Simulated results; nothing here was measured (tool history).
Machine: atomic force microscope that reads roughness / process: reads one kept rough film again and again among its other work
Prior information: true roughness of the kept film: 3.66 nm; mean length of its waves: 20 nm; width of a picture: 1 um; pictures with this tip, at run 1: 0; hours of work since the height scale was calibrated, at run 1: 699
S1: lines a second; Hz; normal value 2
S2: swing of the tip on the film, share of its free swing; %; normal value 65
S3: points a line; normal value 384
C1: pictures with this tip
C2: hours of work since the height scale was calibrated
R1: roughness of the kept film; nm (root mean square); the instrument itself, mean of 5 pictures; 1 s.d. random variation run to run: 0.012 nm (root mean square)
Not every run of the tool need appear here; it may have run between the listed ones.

run   hour    S1  S2   S3   C1    C2     R1
  1      0     2  65  384    0   699   2.83
  2     33     2  65  384   76   721  2.602
  3   80.5  3.77  65  384  185   755   2.24
  4  119.2  3.77  65  384  274   781   2.05
  5  162.6     2  69  384  373   812  1.975
       176  -- new tip fitted
  6  213.2     2  69  384   85   846  2.538
  7  253.3     2  69  384  177   874  2.335
  8  291.4     2  65  557  265   901  2.254
       353  -- new tip fitted
  9  354.4     2  65  557    3   944  2.883
 10    400     2  65  557  107   976  2.575
 11  451.4     2  65  683  225  1012  2.312
 12  493.5     2  65  683  322  1041  2.144
       510  -- height scale calibrated on a step standard
     527.6  -- new tip fitted
 13  527.6     2  65  683    0    12  2.943
 14  586.2  0.69  65  683  134    53  2.691
 15  655.7     2  65  384  293   101  2.216
 16  698.1     2  65  384  390   130  2.046

What will run 17 give?
     702.1  -- new tip fitted
 17  745.6   2  65  384  99  163   ?

Run 17 produced R1 2.568 nm (root mean square).
Minus the tool's unlogged condition, the same run would have read R1 2.783 nm (root mean square).
